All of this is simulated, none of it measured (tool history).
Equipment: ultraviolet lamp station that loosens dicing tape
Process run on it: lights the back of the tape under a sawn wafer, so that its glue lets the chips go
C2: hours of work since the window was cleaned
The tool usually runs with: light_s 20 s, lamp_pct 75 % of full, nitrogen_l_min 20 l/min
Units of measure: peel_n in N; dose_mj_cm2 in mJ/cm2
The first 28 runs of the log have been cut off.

run 29 day=14.704 | light_s=24 lamp_pct=75 nitrogen_l_min=20 | hours_of_work_of_the_lamp=289 C2=430 | peel_n=0.671 dose_mj_cm2=304
run 30 day=15.158 | light_s=20 lamp_pct=91 nitrogen_l_min=14 | hours_of_work_of_the_lamp=296 C2=437 | peel_n=0.738 dose_mj_cm2=304
run 31 day=15.804 | light_s=24 lamp_pct=68 nitrogen_l_min=23 | hours_of_work_of_the_lamp=306 C2=447 | peel_n=0.766 dose_mj_cm2=274
run 32 day=16.475 | light_s=25 lamp_pct=95 nitrogen_l_min=24 | hours_of_work_of_the_lamp=316 C2=457 | peel_n=0.365 dose_mj_cm2=393
-- day=16.621 window cleaned of glue's vapour
run 33 day=16.900 | light_s=27 lamp_pct=85 nitrogen_l_min=25 | hours_of_work_of_the_lamp=322 C2=4 | peel_n=0.252 dose_mj_cm2=449
run 34 day=17.296 | light_s=27 lamp_pct=85 nitrogen_l_min=25 | hours_of_work_of_the_lamp=328 C2=10 | peel_n=0.243 dose_mj_cm2=453
run 35 day=17.804 | light_s=20 lamp_pct=63 nitrogen_l_min=20 | hours_of_work_of_the_lamp=336 C2=18 | peel_n=0.929 dose_mj_cm2=247
run 36 day=18.392 | light_s=18 lamp_pct=71 nitrogen_l_min=7 | hours_of_work_of_the_lamp=345 C2=27 | peel_n=1.273 dose_mj_cm2=252
run 37 day=18.779 | light_s=18 lamp_pct=71 nitrogen_l_min=7 | hours_of_work_of_the_lamp=351 C2=33 | peel_n=1.231 dose_mj_cm2=247
run 38 day=19.392 | light_s=20 lamp_pct=75 nitrogen_l_min=16 | hours_of_work_of_the_lamp=360 C2=42 | peel_n=0.767 dose_mj_cm2=293
run 39 day=19.854 | light_s=20 lamp_pct=75 nitrogen_l_min=8 | hours_of_work_of_the_lamp=368 C2=49 | peel_n=0.955 dose_mj_cm2=288
run 40 day=20.538 | light_s=20 lamp_pct=75 nitrogen_l_min=8 | hours_of_work_of_the_lamp=378 C2=60 | peel_n=1.013 dose_mj_cm2=290
run 41 day=20.846 | light_s=27 lamp_pct=75 nitrogen_l_min=11 | hours_of_work_of_the_lamp=383 C2=65 | peel_n=0.504 dose_mj_cm2=385
run 42 day=21.579 | light_s=20 lamp_pct=67 nitrogen_l_min=20 | hours_of_work_of_the_lamp=394 C2=76 | peel_n=0.886 dose_mj_cm2=255
run 43 day=22.292 | light_s=38 lamp_pct=75 nitrogen_l_min=33 | hours_of_work_of_the_lamp=405 C2=87 | peel_n=0.145 dose_mj_cm2=539

Each row is a separate what-if for the run after 43, all from the same tool condition, not one after another. Results?
run A day=22.862 | light_s=14 lamp_pct=66 nitrogen_l_min=33 | hours_of_work_of_the_lamp=414 C2=96 | peel_n=? dose_mj_cm2=?
run B day=22.862 | light_s=13 lamp_pct=82 nitrogen_l_min=24 | hours_of_work_of_the_lamp=414 C2=96 | peel_n=? dose_mj_cm2=?
run C day=22.862 | light_s=20 lamp_pct=75 nitrogen_l_min=10 | hours_of_work_of_the_lamp=414 C2=96 | peel_n=? dose_mj_cm2=?

run=A peel_n=1.336 dose_mj_cm2=173
run=B peel_n=1.200 dose_mj_cm2=201
run=C peel_n=0.927 dose_mj_cm2=285
The same runs, with their run-to-run variation unchanged, on a tool lacking any hidden condition would have given:
run=A peel_n=1.115 dose_mj_cm2=198
run=B peel_n=0.986 dose_mj_cm2=230
run=C peel_n=0.740 dose_mj_cm2=326
